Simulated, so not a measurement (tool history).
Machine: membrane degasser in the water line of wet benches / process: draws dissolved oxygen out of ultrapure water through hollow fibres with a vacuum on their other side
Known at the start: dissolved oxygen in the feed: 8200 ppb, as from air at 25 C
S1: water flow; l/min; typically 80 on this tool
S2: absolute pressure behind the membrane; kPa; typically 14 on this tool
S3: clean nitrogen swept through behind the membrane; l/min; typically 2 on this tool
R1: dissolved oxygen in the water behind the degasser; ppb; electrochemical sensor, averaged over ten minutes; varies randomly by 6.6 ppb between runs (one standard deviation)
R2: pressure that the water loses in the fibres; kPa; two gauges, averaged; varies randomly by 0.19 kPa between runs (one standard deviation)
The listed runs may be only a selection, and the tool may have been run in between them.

| run | day | S1 | S2 | S3 | R1 | R2 |
|---|---|---|---|---|---|---|
| 1 | 0 | 80 | 14 | 2 | 969.9 | 37.35 |
| 2 | 9.492 | 80 | 14 | 2 | 970.6 | 37.04 |
| 3 | 18.896 | 80 | 14 | 2 | 970.8 | 37.03 |
| 4 | 29.254 | 80 | 14 | 3.8 | 665.6 | 36.9 |
| 5 | 40.775 | 80 | 14 | 2.19 | 923.1 | 37.17 |
| 6 | 49.004 | 80 | 14 | 2.19 | 907.8 | 37.06 |
| 7 | 55.479 | 80 | 14 | 2.19 | 908 | 37.17 |
| 8 | 62.371 | 80 | 14 | 2.19 | 909.7 | 36.89 |
| 9 | 72.338 | 80 | 14 | 2.19 | 906 | 37.24 |
| 10 | 84.879 | 80 | 14 | 5.15 | 551.9 | 37.15 |
| 11 | 92.529 | 91 | 14 | 2 | 1082 | 42.39 |
| 12 | 101.142 | 80 | 24.6 | 2 | 1581.1 | 36.78 |
| 13 | 112.679 | 80 | 24.6 | 2 | 1603 | 36.99 |
|  | 113.333 | vacuum gauge calibrated |
| 14 | 125.471 | 109 | 18.4 | 0.94 | 2323.7 | 50.57 |
| 15 | 137.612 | 92 | 9.7 | 0.84 | 1189.6 | 42.68 |
| 16 | 147.583 | 92 | 9.7 | 0.84 | 1192.1 | 42.33 |
| 17 | 158.925 | 92 | 9.7 | 0.84 | 1189.3 | 42.48 |
| 18 | 169.9 | 92 | 9.7 | 0.84 | 1188.3 | 42.52 |
| 19 | 178.183 | 92 | 9.7 | 0.84 | 1174.9 | 42.54 |
| 20 | 188.75 | 92 | 9.7 | 0.84 | 1177.4 | 42.71 |
|  | 194.512 | seals of the vacuum lines changed |
| 21 | 201.267 | 80 | 17.5 | 1.37 | 1483.1 | 37.22 |

Predict each of these 5 candidate next runs independently; none follows another, all start after run 21:
| A | 207.546 | 80 | 22.4 | 0.83 | ? | ? |
| B | 207.546 | 82 | 8.5 | 1.43 | ? | ? |
| C | 207.546 | 80 | 14 | 1.74 | ? | ? |
| D | 207.546 | 55 | 14 | 2 | ? | ? |
| E | 207.546 | 79 | 11 | 1.52 | ? | ? |

| run | R1 | R2 |
|---|---|---|
| A | 2454.7 | 37.28 |
| B | 729.4 | 38.07 |
| C | 1051.5 | 37.19 |
| D | 686.7 | 25.79 |
| E | 888.5 | 36.78 |
The same runs, with their run-to-run variation unchanged, on a tool lacking any hidden condition would have given:
| run | R1 | R2 |
|---|---|---|
| A | 2454.2 | 37.25 |
| B | 728.7 | 38.04 |
| C | 1050.9 | 37.16 |
| D | 686.3 | 25.77 |
| E | 887.8 | 36.75 |
